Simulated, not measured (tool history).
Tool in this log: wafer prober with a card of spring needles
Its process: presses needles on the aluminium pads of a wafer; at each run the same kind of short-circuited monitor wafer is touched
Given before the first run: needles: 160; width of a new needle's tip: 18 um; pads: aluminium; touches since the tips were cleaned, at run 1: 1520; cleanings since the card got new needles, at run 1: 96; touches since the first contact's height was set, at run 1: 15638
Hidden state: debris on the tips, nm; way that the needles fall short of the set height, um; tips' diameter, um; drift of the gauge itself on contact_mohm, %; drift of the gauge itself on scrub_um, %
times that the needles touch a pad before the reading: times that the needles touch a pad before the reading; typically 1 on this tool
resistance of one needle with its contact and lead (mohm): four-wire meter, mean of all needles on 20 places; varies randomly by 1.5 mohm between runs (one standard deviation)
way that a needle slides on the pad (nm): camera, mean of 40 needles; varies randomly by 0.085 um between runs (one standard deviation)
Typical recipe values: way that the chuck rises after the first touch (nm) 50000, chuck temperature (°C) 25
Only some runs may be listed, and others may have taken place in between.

run	hour	way that the chuck rises after the first touch (nm)	chuck temperature (°C)	times that the needles touch a pad before the reading	touches since the tips were cleaned	cleanings since the card got new needles	touches since the first contact's height was set	resistance of one needle with its contact and lead (mohm)	way that a needle slides on the pad (nm)
1	0.0	50000	25	1	1520	96	15638	146	6110
# hour 1.2: tips cleaned on abrasive film
# hour 5.5: tips cleaned on abrasive film
# hour 9.8: tips cleaned on abrasive film
# hour 15.1: tips cleaned on abrasive film
# hour 20.5: tips cleaned on abrasive film
# hour 24.8: tips cleaned on abrasive film
# hour 30.1: tips cleaned on abrasive film
2	31.4	50000	25	1	485	103	27417	147	6130
# hour 34.6: tips cleaned on abrasive film
# hour 38.9: tips cleaned on abrasive film
# hour 44.3: tips cleaned on abrasive film
3	46.6	50000	25	3	909	106	33165	147	6140
# hour 48.8: tips cleaned on abrasive film
# hour 54.2: tips cleaned on abrasive film
# hour 59.5: tips cleaned on abrasive film
4	60.3	60000	25	1	298	109	38300	147	7450
# hour 64.6: tips cleaned on abrasive film
# hour 70.0: tips cleaned on abrasive film
# hour 75.3: tips cleaned on abrasive film
# hour 79.6: tips cleaned on abrasive film
# hour 85.0: tips cleaned on abrasive film
5	87.8	65000	25	1	1101	114	48679	145	8030
# hour 90.0: tips cleaned on abrasive film
# hour 94.4: tips cleaned on abrasive film
# hour 99.7: tips cleaned on abrasive film
# hour 105.1: tips cleaned on abrasive film
# hour 110.4: tips cleaned on abrasive film
6	111.1	65000	25	1	268	119	57418	144	8040
# hour 115.4: tips cleaned on abrasive film
# hour 120.8: tips cleaned on abrasive film
# hour 126.1: tips cleaned on abrasive film
# hour 131.5: tips cleaned on abrasive film
# hour 136.8: tips cleaned on abrasive film
# hour 141.1: tips cleaned on abrasive film
7	141.1	65000	25	1	0	125	68720	145	7940
# hour 145.5: tips cleaned on abrasive film
# hour 150.8: tips cleaned on abrasive film
# hour 156.2: tips cleaned on abrasive film
# hour 161.5: tips cleaned on abrasive film
# hour 165.8: tips cleaned on abrasive film
# hour 171.2: tips cleaned on abrasive film
8	173.2	50000	50	1	789	131	80809	151	6170
# hour 176.5: tips cleaned on abrasive film
# hour 181.8: tips cleaned on abrasive film
# hour 186.1: tips cleaned on abrasive film
9	187.7	50000	50	1	596	134	86245	151	6160
# hour 190.9: tips cleaned on abrasive film
# hour 195.2: tips cleaned on abrasive film
# hour 200.6: tips cleaned on abrasive film
# hour 205.9: tips cleaned on abrasive film
# hour 211.3: tips cleaned on abrasive film
10	213.9	50000	25	1	1012	139	96130	149	6170
# hour 216.1: tips cleaned on abrasive film
# hour 220.4: tips cleaned on abrasive film
# hour 225.8: tips cleaned on abrasive film
# hour 230.1: tips cleaned on abrasive film
# hour 235.4: tips cleaned on abrasive film
# hour 240.8: tips cleaned on abrasive film
# hour 245.7: tips cleaned on abrasive film
11	245.7	50000	25	1	0	146	108077	148	6040
# hour 250.0: tips cleaned on abrasive film
# hour 254.3: tips cleaned on abrasive film
# hour 259.7: tips cleaned on abrasive film
# hour 265.0: tips cleaned on abrasive film
# hour 269.3: tips cleaned on abrasive film
# hour 274.7: tips cleaned on abrasive film
12	278.5	50000	25	1	1477	152	120446	147	6130
# hour 279.7: tips cleaned on abrasive film
# hour 285.1: tips cleaned on abrasive film
# hour 290.4: tips cleaned on abrasive film
# hour 295.8: tips cleaned on abrasive film
# hour 300.1: tips cleaned on abrasive film
13	302.5	64000	25	1	922	157	129436	145	7850
# hour 304.7: tips cleaned on abrasive film
# hour 310.0: tips cleaned on abrasive film
# hour 314.3: tips cleaned on abrasive film
# hour 319.7: tips cleaned on abrasive film
# hour 325.0: tips cleaned on abrasive film
# hour 329.3: tips cleaned on abrasive film
# hour 333.6: tips cleaned on abrasive film
14	333.6	64000	25	1	0	164	141134	142	7800
# hour 338.5: tips cleaned on abrasive film
# hour 343.9: tips cleaned on abrasive film
# hour 349.2: tips cleaned on abrasive film
# hour 353.5: tips cleaned on abrasive film
# hour 358.5: tips cleaned on abrasive film
15	358.5	64000	25	1	0	169	150480	143	7960
# hour 363.8: tips cleaned on abrasive film
# hour 368.1: tips cleaned on abrasive film
# hour 372.4: tips cleaned on abrasive film
# hour 377.8: tips cleaned on abrasive film
# hour 382.1: tips cleaned on abrasive film
# hour 387.4: tips cleaned on abrasive film
16	391.0	50000	25	2	1373	175	162743	148	5940
# hour 392.2: tips cleaned on abrasive film
# hour 396.5: tips cleaned on abrasive film
# hour 401.0: height of the first contact set anew
# hour 402.1: tips cleaned on abrasive film
# hour 407.5: tips cleaned on abrasive film
# hour 412.8: tips cleaned on abrasive film
# hour 417.1: tips cleaned on abrasive film
# hour 422.3: tips cleaned on abrasive film
17	422.3	63000	25	2	0	182	8017	145	7730
# hour 426.6: tips cleaned on abrasive film
# hour 432.0: tips cleaned on abrasive film
# hour 436.9: tips cleaned on abrasive film
18	436.9	32000	61	2	0	185	13495	162	3870
# hour 441.2: tips cleaned on abrasive film
# hour 446.6: tips cleaned on abrasive film
# hour 450.9: tips cleaned on abrasive film
# hour 455.2: tips cleaned on abrasive film
# hour 460.5: tips cleaned on abrasive film
# hour 465.9: tips cleaned on abrasive film
19	466.7	32000	61	2	324	191	24710	166	3910
# hour 471.0: tips cleaned on abrasive film
# hour 476.4: tips cleaned on abrasive film
# hour 481.7: tips cleaned on abrasive film
# hour 487.1: tips cleaned on abrasive film
# hour 491.4: tips cleaned on abrasive film
# hour 496.7: tips cleaned on abrasive film
20	496.9	32000	61	2	68	197	36073	165	3960
# hour 501.2: tips cleaned on abrasive film
# hour 506.6: tips cleaned on abrasive film
# hour 510.9: tips cleaned on abrasive film
# hour 515.2: tips cleaned on abrasive film
# hour 520.5: tips cleaned on abrasive film
21	521.9	33000	30	1	535	202	45487	159	4070
# hour 525.2: tips cleaned on abrasive film
# hour 530.5: tips cleaned on abrasive film
# hour 534.8: tips cleaned on abrasive film
# hour 540.2: tips cleaned on abrasive film
# hour 545.5: tips cleaned on abrasive film
22	549.1	48000	30	2	1382	207	55743	151	5910
# hour 550.3: tips cleaned on abrasive film
# hour 555.6: tips cleaned on abrasive film
# hour 559.9: tips cleaned on abrasive film
# hour 565.3: tips cleaned on abrasive film
# hour 569.6: tips cleaned on abrasive film
23	573.5	50000	25	1	1488	212	64896	149	6170
# hour 574.6: tips cleaned on abrasive film
# hour 580.0: tips cleaned on abrasive film
# hour 585.3: tips cleaned on abrasive film
# hour 590.4: tips cleaned on abrasive film
24	590.4	50000	25	1	0	216	71246	147	6220
# hour 595.8: tips cleaned on abrasive film
# hour 607.8: card fitted with new needles
# hour 613.1: tips cleaned on abrasive film
# hour 617.8: tips cleaned on abrasive film
25	617.8	50000	77	1	0	2	3787	157	6310

What if the next run were any one of these 3? Each begins from the tool's condition after run 25:
# hour 623.2: tips cleaned on abrasive film
# hour 627.5: tips cleaned on abrasive film
# hour 632.8: tips cleaned on abrasive film
# hour 638.2: tips cleaned on abrasive film
# hour 643.5: tips cleaned on abrasive film
A	647.1	58000	77	1	1380	7	14847	?	?
# hour 623.2: tips cleaned on abrasive film
# hour 627.5: tips cleaned on abrasive film
# hour 632.8: tips cleaned on abrasive film
# hour 638.2: tips cleaned on abrasive film
# hour 643.5: tips cleaned on abrasive film
B	647.1	45000	77	2	1380	7	14847	?	?
# hour 623.2: tips cleaned on abrasive film
# hour 627.5: tips cleaned on abrasive film
# hour 632.8: tips cleaned on abrasive film
# hour 638.2: tips cleaned on abrasive film
# hour 643.5: tips cleaned on abrasive film
C	647.1	47000	77	2	1380	7	14847	?	?

run	resistance of one needle with its contact and lead (mohm)	way that a needle slides on the pad (nm)
A	156	7190
B	161	5540
C	160	5800
With no hidden state in the tool, these same runs would have given:
run	resistance of one needle with its contact and lead (mohm)	way that a needle slides on the pad (nm)
A	156	7190
B	161	5540
C	160	5800
